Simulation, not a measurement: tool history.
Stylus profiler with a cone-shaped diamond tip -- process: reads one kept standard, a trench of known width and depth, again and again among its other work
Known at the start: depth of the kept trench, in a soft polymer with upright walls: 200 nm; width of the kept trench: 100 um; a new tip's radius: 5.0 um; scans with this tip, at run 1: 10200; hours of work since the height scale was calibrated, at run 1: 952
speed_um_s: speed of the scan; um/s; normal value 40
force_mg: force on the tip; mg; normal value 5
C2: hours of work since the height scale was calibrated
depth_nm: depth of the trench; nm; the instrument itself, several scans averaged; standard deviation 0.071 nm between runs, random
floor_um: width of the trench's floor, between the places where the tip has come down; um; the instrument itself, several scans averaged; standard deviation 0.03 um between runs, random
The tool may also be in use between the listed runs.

Run 1, hour 0: usual settings; scans with this tip 10200; C2 952. Result: depth_nm 201.76 nm, floor_um 95.97 um.
Run 2, hour 32.9: usual settings; scans with this tip 10374; C2 968. Result: depth_nm 201.71 nm, floor_um 95.94 um.
Run 3, hour 65.4: usual settings but force_mg 5.51 mg; scans with this tip 10547; C2 984. Result: depth_nm 201.84 nm, floor_um 95.89 um.
Run 4, hour 89.1: usual settings but force_mg 5.51 mg; scans with this tip 10673; C2 996. Result: depth_nm 201.9 nm, floor_um 95.95 um.
Run 5, hour 114.6: usual settings but force_mg 5.51 mg; scans with this tip 10808; C2 1008. Result: depth_nm 201.92 nm, floor_um 95.91 um.
Run 6, hour 145: usual settings but force_mg 5.51 mg; scans with this tip 10970; C2 1023. Result: depth_nm 201.9 nm, floor_um 95.84 um.
Run 7, hour 183.1: usual settings but force_mg 5.51 mg; scans with this tip 11172; C2 1042. Result: depth_nm 202.01 nm, floor_um 95.87 um.
Run 8, hour 208.7: usual settings but speed_um_s 49 um/s; scans with this tip 11308; C2 1055. Result: depth_nm 201.81 nm, floor_um 95.83 um.
Run 9, hour 247.4: usual settings but force_mg 5.61 mg; scans with this tip 11514; C2 1074. Result: depth_nm 201.88 nm, floor_um 95.81 um.
Run 10, hour 270.6: usual settings but force_mg 5.61 mg; scans with this tip 11637; C2 1086. Result: depth_nm 201.92 nm, floor_um 95.84 um.
Run 11, hour 289.5: usual settings but speed_um_s 22 um/s; scans with this tip 11738; C2 1095. Result: depth_nm 201.79 nm, floor_um 95.91 um.
Run 12, hour 310.5: usual settings but speed_um_s 22 um/s; scans with this tip 11849; C2 1105. Result: depth_nm 201.74 nm, floor_um 95.89 um.
Run 13, hour 341.2: usual settings but speed_um_s 22 um/s; scans with this tip 12012; C2 1121. Result: depth_nm 201.79 nm, floor_um 95.89 um.
Run 14, hour 362.4: usual settings but speed_um_s 22 um/s; scans with this tip 12124; C2 1131. Result: depth_nm 201.76 nm, floor_um 95.82 um.
Run 15, hour 387.4: usual settings but speed_um_s 22 um/s; scans with this tip 12257; C2 1143. Result: depth_nm 201.69 nm, floor_um 95.83 um.
Run 16, hour 411.2: usual settings but speed_um_s 22 um/s; scans with this tip 12384; C2 1155. Result: depth_nm 201.75 nm, floor_um 95.81 um.
Run 17, hour 446.8: usual settings but speed_um_s 116 um/s; scans with this tip 12573; C2 1173. Result: depth_nm 201.62 nm, floor_um 95.51 um.
At hour 480.1: new tip fitted, height scale calibrated.
Run 18, hour 480.2: usual settings but speed_um_s 116 um/s; scans with this tip 0; C2 0. Result: depth_nm 202.03 nm, floor_um 96.81 um.
Run 19, hour 512.9: usual settings but speed_um_s 116 um/s; scans with this tip 174; C2 16. Result: depth_nm 202.04 nm, floor_um 96.75 um.
Run 20, hour 544.8: usual settings but speed_um_s 116 um/s; scans with this tip 344; C2 32. Result: depth_nm 202.13 nm, floor_um 96.74 um.
At hour 547.9: height scale calibrated on a step standard.
Run 21, hour 574.4: usual settings but speed_um_s 116 um/s, force_mg 9.35 mg; scans with this tip 498; C2 13. Result: depth_nm 203.18 nm, floor_um 96.82 um.
Run 22, hour 592.1: usual settings but speed_um_s 116 um/s, force_mg 9.35 mg; scans with this tip 593; C2 22. Result: depth_nm 203.22 nm, floor_um 96.85 um.
Run 23, hour 609.2: usual settings but force_mg 4.94 mg; scans with this tip 683; C2 30. Result: depth_nm 202.03 nm, floor_um 96.97 um.
Run 24, hour 634.8: usual settings but speed_um_s 31 um/s, force_mg 5.84 mg; scans with this tip 819; C2 43. Result: depth_nm 202.27 nm, floor_um 96.98 um.
Run 25, hour 652.2: usual settings but speed_um_s 32 um/s, force_mg 2.05 mg; scans with this tip 912; C2 52. Result: depth_nm 201.01 nm, floor_um 96.88 um.
Run 26, hour 671.4: usual settings but speed_um_s 32 um/s, force_mg 2.05 mg; scans with this tip 1014; C2 61. Result: depth_nm 201.06 nm, floor_um 96.89 um.
Run 27, hour 695.1: usual settings but speed_um_s 108 um/s, force_mg 2.16 mg; scans with this tip 1139; C2 73. Result: depth_nm 201.11 nm, floor_um 96.51 um.
At hour 719.5: height scale calibrated on a step standard, once more.
Run 28, hour 732.9: usual settings but speed_um_s 108 um/s, force_mg 2.16 mg; scans with this tip 1337; C2 7. Result: depth_nm 201.28 nm, floor_um 96.41 um.
Run 29, hour 761.5: usual settings but speed_um_s 151 um/s, force_mg 6.04 mg; scans with this tip 1490; C2 21. Result: depth_nm 202.56 nm, floor_um 96.57 um.
Run 30, hour 791.1: usual settings but force_mg 8.08 mg; scans with this tip 1647; C2 36. Result: depth_nm 203.09 nm, floor_um 96.95 um.
Run 31, hour 812: usual settings but force_mg 8.08 mg; scans with this tip 1758; C2 46. Result: depth_nm 203.15 nm, floor_um 96.9 um.
Run 32, hour 851.8: usual settings but speed_um_s 31 um/s, force_mg 5.1 mg; scans with this tip 1969; C2 66. Result: depth_nm 202.42 nm, floor_um 96.83 um.
Run 33, hour 884.4: usual settings but speed_um_s 46 um/s; scans with this tip 2142; C2 82. Result: depth_nm 202.33 nm, floor_um 96.84 um.
Run 34, hour 915.7: usual settings but speed_um_s 29 um/s, force_mg 3.24 mg; scans with this tip 2308; C2 97. Result: depth_nm 201.7 nm, floor_um 96.81 um.
Run 35, hour 941.1: usual settings but speed_um_s 139 um/s, force_mg 13.32 mg; scans with this tip 2443; C2 110. Result: depth_nm 204.44 nm, floor_um 96.62 um.

Run 36, settings as shown, results not yet in. Your forecast:
Run 36, hour 971: usual settings but speed_um_s 139 um/s, force_mg 13.32 mg; scans with this tip 2603; C2 125. Result: depth_nm ?, floor_um ?.

{"run 36": {"depth_nm": 204.36, "floor_um": 96.59}}
If the tool had no hidden condition, the same run with the same run-to-run variation would have returned depth_nm 204.37 nm, floor_um 96.92 um.

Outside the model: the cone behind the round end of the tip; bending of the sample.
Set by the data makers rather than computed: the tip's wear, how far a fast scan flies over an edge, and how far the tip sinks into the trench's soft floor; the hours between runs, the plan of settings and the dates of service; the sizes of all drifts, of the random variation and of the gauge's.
